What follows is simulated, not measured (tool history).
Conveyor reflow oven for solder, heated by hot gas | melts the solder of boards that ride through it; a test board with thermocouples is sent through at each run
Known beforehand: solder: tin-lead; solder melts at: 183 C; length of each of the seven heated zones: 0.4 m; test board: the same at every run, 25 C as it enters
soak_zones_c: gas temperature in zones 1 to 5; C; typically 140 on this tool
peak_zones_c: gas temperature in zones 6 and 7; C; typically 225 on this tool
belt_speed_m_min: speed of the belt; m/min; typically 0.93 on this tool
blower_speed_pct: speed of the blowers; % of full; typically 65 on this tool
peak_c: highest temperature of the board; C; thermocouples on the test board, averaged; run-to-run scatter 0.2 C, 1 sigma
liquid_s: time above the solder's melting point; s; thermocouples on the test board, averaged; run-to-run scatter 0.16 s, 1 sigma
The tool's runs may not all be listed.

run 1 hour=0 | soak_zones_c=140 peak_zones_c=225 belt_speed_m_min=0.93 blower_speed_pct=65 | peak_c=208.7 liquid_s=33.8
run 2 hour=42.3 | soak_zones_c=140 peak_zones_c=225 belt_speed_m_min=0.93 blower_speed_pct=65 | peak_c=208.9 liquid_s=33.6
run 3 hour=84 | soak_zones_c=140 peak_zones_c=225 belt_speed_m_min=0.93 blower_speed_pct=65 | peak_c=208.9 liquid_s=34.1
run 4 hour=128.5 | soak_zones_c=130 peak_zones_c=225 belt_speed_m_min=0.93 blower_speed_pct=65 | peak_c=207 liquid_s=30
run 5 hour=167 | soak_zones_c=130 peak_zones_c=225 belt_speed_m_min=0.93 blower_speed_pct=65 | peak_c=206.5 liquid_s=29.9
run 6 hour=205.2 | soak_zones_c=130 peak_zones_c=225 belt_speed_m_min=0.93 blower_speed_pct=65 | peak_c=206.4 liquid_s=30
-- hour=218.5 flux residue cleaned out of gas plates and filters
run 7 hour=249.3 | soak_zones_c=140 peak_zones_c=218 belt_speed_m_min=0.93 blower_speed_pct=65 | peak_c=202.4 liquid_s=29.6
run 8 hour=282.4 | soak_zones_c=140 peak_zones_c=218 belt_speed_m_min=0.93 blower_speed_pct=65 | peak_c=202.5 liquid_s=29.6
run 9 hour=330.4 | soak_zones_c=138 peak_zones_c=218 belt_speed_m_min=0.93 blower_speed_pct=65 | peak_c=202.3 liquid_s=28.5
run 10 hour=364.8 | soak_zones_c=138 peak_zones_c=218 belt_speed_m_min=0.867 blower_speed_pct=65 | peak_c=204 liquid_s=32.7
run 11 hour=396.8 | soak_zones_c=140 peak_zones_c=225 belt_speed_m_min=0.93 blower_speed_pct=65 | peak_c=208.7 liquid_s=34.1
run 12 hour=438.7 | soak_zones_c=140 peak_zones_c=225 belt_speed_m_min=0.93 blower_speed_pct=65 | peak_c=208.4 liquid_s=33.9
run 13 hour=466.5 | soak_zones_c=140 peak_zones_c=225 belt_speed_m_min=0.93 blower_speed_pct=65 | peak_c=208.6 liquid_s=33.8
run 14 hour=508.6 | soak_zones_c=140 peak_zones_c=217 belt_speed_m_min=0.93 blower_speed_pct=65 | peak_c=201.8 liquid_s=28.7
run 15 hour=538.6 | soak_zones_c=140 peak_zones_c=217 belt_speed_m_min=0.881 blower_speed_pct=65 | peak_c=203.3 liquid_s=31.9
run 16 hour=574.5 | soak_zones_c=140 peak_zones_c=236 belt_speed_m_min=0.93 blower_speed_pct=65 | peak_c=218.1 liquid_s=39.5
run 17 hour=614.8 | soak_zones_c=140 peak_zones_c=236 belt_speed_m_min=0.93 blower_speed_pct=65 | peak_c=218.1 liquid_s=39.1
run 18 hour=654.7 | soak_zones_c=129 peak_zones_c=225 belt_speed_m_min=1.028 blower_speed_pct=65 | peak_c=202.7 liquid_s=23.8
run 19 hour=691.3 | soak_zones_c=140 peak_zones_c=235 belt_speed_m_min=0.798 blower_speed_pct=85 | peak_c=225.3 liquid_s=50.7
run 20 hour=723.8 | soak_zones_c=134 peak_zones_c=238 belt_speed_m_min=0.864 blower_speed_pct=51 | peak_c=217 liquid_s=39.9
run 21 hour=763.7 | soak_zones_c=134 peak_zones_c=238 belt_speed_m_min=0.859 blower_speed_pct=66 | peak_c=221.6 liquid_s=43.3
run 22 hour=784.1 | soak_zones_c=139 peak_zones_c=238 belt_speed_m_min=1.038 blower_speed_pct=53 | peak_c=211.7 liquid_s=30.5
run 23 hour=805.8 | soak_zones_c=139 peak_zones_c=238 belt_speed_m_min=1.038 blower_speed_pct=53 | peak_c=211.3 liquid_s=30.4
run 24 hour=839.7 | soak_zones_c=133 peak_zones_c=225 belt_speed_m_min=0.956 blower_speed_pct=65 | peak_c=206.2 liquid_s=29.8
run 25 hour=886.8 | soak_zones_c=140 peak_zones_c=213 belt_speed_m_min=0.93 blower_speed_pct=65 | peak_c=198.6 liquid_s=25.7
-- hour=932.3 thermocouples of zones 6 and 7 changed
run 26 hour=935.8 | soak_zones_c=135 peak_zones_c=231 belt_speed_m_min=0.924 blower_speed_pct=52 | peak_c=209.2 liquid_s=32
run 27 hour=965.3 | soak_zones_c=140 peak_zones_c=231 belt_speed_m_min=0.93 blower_speed_pct=65 | peak_c=213.5 liquid_s=36.9
-- hour=992.4 flux residue cleaned out of gas plates and filters
run 28 hour=1004.2 | soak_zones_c=140 peak_zones_c=231 belt_speed_m_min=0.93 blower_speed_pct=65 | peak_c=213.6 liquid_s=37.1
run 29 hour=1024.1 | soak_zones_c=126 peak_zones_c=232 belt_speed_m_min=0.93 blower_speed_pct=65 | peak_c=212 liquid_s=32.7
run 30 hour=1055.8 | soak_zones_c=140 peak_zones_c=225 belt_speed_m_min=0.93 blower_speed_pct=77 | peak_c=210.9 liquid_s=35.8
-- hour=1063.4 belt drive overhauled, speed set with a stopwatch
run 31 hour=1082.8 | soak_zones_c=144 peak_zones_c=225 belt_speed_m_min=0.93 blower_speed_pct=65 | peak_c=209.6 liquid_s=35.4

Below are 3 alternative next runs, each starting from the tool's condition after run 31. Predict each:
run A hour=1127.7 | soak_zones_c=129 peak_zones_c=225 belt_speed_m_min=1.054 blower_speed_pct=74 | peak_c=? liquid_s=?
run B hour=1127.7 | soak_zones_c=152 peak_zones_c=225 belt_speed_m_min=0.888 blower_speed_pct=71 | peak_c=? liquid_s=?
run C hour=1127.7 | soak_zones_c=140 peak_zones_c=230 belt_speed_m_min=0.93 blower_speed_pct=72 | peak_c=? liquid_s=?

run=A peak_c=204.2 liquid_s=24.6
run=B peak_c=213.1 liquid_s=42.9
run=C peak_c=214.5 liquid_s=37.6
With the hidden condition removed and each run's random variation left untouched, the same runs would have given:
run=A peak_c=204.2 liquid_s=24.6
run=B peak_c=213.1 liquid_s=42.9
run=C peak_c=214.5 liquid_s=37.6
